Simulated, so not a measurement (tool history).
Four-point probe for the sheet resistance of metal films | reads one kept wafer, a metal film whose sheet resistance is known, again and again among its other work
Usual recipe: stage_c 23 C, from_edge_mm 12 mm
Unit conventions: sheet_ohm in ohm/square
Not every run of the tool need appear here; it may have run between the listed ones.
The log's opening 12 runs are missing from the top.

run,hour,stage_c,from_edge_mm,sheet_ohm
13,890.7,21,12,10.226529
14,942.6,21,12,10.23169
15,1026.8,23,12,10.211359
16,1087.2,26,12,10.198253
17,1162,26,12,10.197565
18,1238.4,31,11,10.171851
19,1334.7,31,11,10.174157
20,1441.3,22,11,10.228571
21,1547.4,22,11,10.230073
22,1614.4,25,29,10.174127
23,1724.2,22,29,10.190036
24,1823.8,21,11,10.239065
25,1935.4,31,58,10.129928
26,2014.3,19,19,10.219104
27,2074.7,34,9,10.177771
28,2126.9,23,68,10.178814
29,2193.4,23,68,10.180065
30,2247,23,70,10.179333
31,2344.3,18,16,10.227833

Alternative continuations, all from the tool just after run 31; predict every row:
# hour 2365.1: stage's thermometer calibrated
A,2398.9,18,17,?
# hour 2365.1: stage's thermometer calibrated
B,2398.9,19,4,?
# hour 2365.1: stage's thermometer calibrated
C,2398.9,18,5,?

run,sheet_ohm
A,10.224999
B,10.533748
C,10.42317
With the hidden condition removed and each run's random variation left untouched, the same runs would have given:
run,sheet_ohm
A,10.225433
B,10.534194
C,10.423611
